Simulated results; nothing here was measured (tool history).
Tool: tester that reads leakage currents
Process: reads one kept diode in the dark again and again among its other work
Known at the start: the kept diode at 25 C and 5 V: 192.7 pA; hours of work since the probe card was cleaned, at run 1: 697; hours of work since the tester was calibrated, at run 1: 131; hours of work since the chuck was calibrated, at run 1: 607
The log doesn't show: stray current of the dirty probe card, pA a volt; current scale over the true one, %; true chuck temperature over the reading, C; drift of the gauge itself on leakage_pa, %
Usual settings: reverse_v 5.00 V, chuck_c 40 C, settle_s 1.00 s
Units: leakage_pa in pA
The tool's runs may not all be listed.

run   hour  reverse_v  chuck_c  settle_s  hours of work since the probe card was cleaned  hours of work since the tester was calibrated  hours of work since the chuck was calibrated  leakage_pa
  1    0.0       5.00       40      1.00                                             697                                            131                                           607      634.35
  2   24.4       5.00       40      1.00                                             713                                            147                                           622      631.19
  3   49.2       5.00       40      1.00                                             728                                            162                                           637      628.86
  4   80.7       5.00       40      1.00                                             748                                            182                                           657      632.88
  5  109.7       5.00       40      1.00                                             766                                            200                                           675      636.16
  6  139.3       5.00       40      1.00                                             785                                            219                                           694      634.96
  7  160.2       5.00       40      0.87                                             798                                            232                                           707      636.37
  8  178.5       5.00       40      0.87                                             809                                            243                                           718      634.38
  9  204.0       5.00       40      1.00                                             825                                            259                                           734      636.85
 10  227.8       5.00       40      1.00                                             840                                            274                                           749      639.43
 11  247.7       5.00       40      1.00                                             853                                            287                                           762      632.84
 12  270.9       5.00       44      1.00                                             867                                            301                                           776      848.31
 13  295.4       5.00       44      1.00                                             882                                            317                                           792      852.89
 14  316.5       5.00       44      1.00                                             896                                            330                                           805      851.07
 15  340.2       5.00       44      1.00                                             911                                            345                                           820      854.45
 16  374.7      13.00       44      1.00                                             932                                            366                                           841     1229.87
 17  407.1      13.00       44      1.00                                             952                                            387                                           862     1230.42
 18  428.7       5.00       40      1.00                                             966                                            400                                           875      642.31
 19  456.9       2.25       40      1.00                                             984                                            418                                           893      474.31
 20  490.2       7.52       40      1.00                                            1005                                            439                                           914      749.84
 21  509.6       7.52       40      1.00                                            1017                                            451                                           926      749.19
 22  524.2       7.52       40      1.00                                            1026                                            460                                           935      752.47
 23  559.3       5.00       40      4.29                                            1048                                            482                                           957      646.47
 24  589.9       5.00       40      4.29                                            1067                                            501                                           976      647.23
 25  621.4       1.20       22      0.43                                            1087                                            521                                           996       94.00
 26  646.0      15.26       22      2.09                                            1102                                            536                                          1011      253.48
 27  680.3      15.26       22      2.09                                            1124                                            558                                          1033      254.20
 28  698.1      15.26       27      2.09                                            1135                                            569                                          1044      375.11
 29  733.6       3.94       38      1.44                                            1157                                            591                                          1066      514.47
 30  749.0       3.94       38      1.44                                            1167                                            601                                          1076      513.48
 31  770.1       3.94       38      1.44                                            1180                                            614                                          1089      511.44
 32  804.0       5.97       40      5.69                                            1201                                            635                                          1110      692.30
 33  833.4      18.45       37      0.32                                            1220                                            654                                          1129      873.78
 34  854.8      10.91       40      7.46                                            1233                                            667                                          1142      878.30
 35  890.9       1.64       23      1.26                                            1256                                            690                                          1165      115.72
 36  909.3      12.77       59      1.00                                            1267                                            701                                          1176     3432.55
 37  939.0      12.77       59      1.00                                            1286                                            720                                          1195     3434.45
 38  963.0       5.47       52      2.53                                            1301                                            735                                          1210     1555.95
 39  996.1       5.47       52      2.53                                            1322                                            756                                          1231     1571.36

The same runs without the tool's hidden state, with the same run-to-run variation:
run  leakage_pa
  1      615.00
  2      611.38
  3      608.57
  4      611.79
  5      614.28
  6      612.48
  7      613.39
  8      611.07
  9      612.91
 10      614.88
 11      608.14
 12      815.99
 13      819.71
 14      817.37
 15      820.01
 16     1176.31
 17     1175.55
 18      613.41
 19      453.19
 20      713.70
 21      712.58
 22      715.29
 23      614.50
 24      614.55
 25       88.38
 26      231.56
 27      231.77
 28      346.38
 29      485.71
 30      484.54
 31      482.19
 32      652.05
 33      815.03
 34      823.67
 35      107.50
 36     3252.89
 37     3251.86
 38     1468.89
 39     1481.83
